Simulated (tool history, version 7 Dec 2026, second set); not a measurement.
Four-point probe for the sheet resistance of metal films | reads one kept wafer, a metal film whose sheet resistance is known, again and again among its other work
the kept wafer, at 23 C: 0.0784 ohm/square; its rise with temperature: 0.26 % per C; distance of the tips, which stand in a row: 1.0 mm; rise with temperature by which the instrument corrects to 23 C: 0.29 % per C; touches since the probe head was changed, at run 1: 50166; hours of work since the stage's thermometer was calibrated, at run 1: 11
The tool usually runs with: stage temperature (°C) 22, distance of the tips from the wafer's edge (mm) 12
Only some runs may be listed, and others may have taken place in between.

run	hour	stage temperature (°C)	distance of the tips from the wafer's edge (mm)	touches since the probe head was changed	hours of work since the stage's thermometer was calibrated	sheet resistance as the instrument gives it (ohm/square)
1	0	22	12	50166	11	0.078704
2	13.9	22	12	50751	19	0.07872
3	37.8	22	52	51753	33	0.078431
4	66.9	22	52	52975	50	0.078418
5	80.2	22	69	53537	58	0.07839
6	92.9	33	12	54070	65	0.078483
7	119.8	33	12	55198	81	0.078467
8	143.3	33	14	56187	95	0.078397
9	158.6	22	5	56830	104	0.080059
10	180.5	22	5	57748	117	0.080028
11	201.3	22	25	58622	129	0.078463
12	224.8	22	25	59609	142	0.078457
13	252.1	22	25	60755	158	0.078461
14	268.5	21	25	61446	168	0.078472
15	281.7	22	12	61998	176	0.078709
16	299.1	22	12	62729	186	0.078698
17	329.3	22	12	63998	203	0.078672
18	352.2	22	12	64960	217	0.078681
# hour 376.5: new probe head fitted
19	376.5	22	12	0	230	0.078696
20	403.6	22	12	1136	246	0.07871
21	416.9	30	12	1696	254	0.078536
22	443.2	30	12	2800	269	0.078536
23	471.1	32	8	3975	286	0.078831
24	489.3	22	4	4738	296	0.080979
25	515.5	19	12	5841	312	0.078766
26	532.7	31	6	6562	322	0.079386
27	553.1	33	4	7420	334	0.080754
28	571.4	33	4	8188	344	0.080745
29	600.4	26	4	9406	361	0.080896
30	630.8	32	20	10682	379	0.078326
31	648.5	34	12	11424	389	0.078483
32	662.3	34	69	12007	398	0.078163
33	686.5	22	5	13022	412	0.080072
34	701.6	28	9	13655	420	0.078786
35	724.1	18	12	14600	434	0.078778
36	744.1	18	12	15441	445	0.078774
37	757.8	29	15	16017	453	0.078467
38	783	21	53	17077	468	0.07844
39	813.3	21	53	18349	486	0.078439
40	827.1	19	5	18931	494	0.080132

Branching from run 40: 4 alternative next runs. What would each branch give?
A	847	34	4	19764	505	?
B	847	27	12	19764	505	?
C	847	35	29	19764	505	?
D	847	18	20	19764	505	?

run	sheet resistance as the instrument gives it (ohm/square)
A	0.08072
B	0.078608
C	0.078187
D	0.078583
The same runs, with their run-to-run variation unchanged, on a tool lacking any hidden condition would have given:
run	sheet resistance as the instrument gives it (ohm/square)
A	0.080735
B	0.078622
C	0.078201
D	0.078597
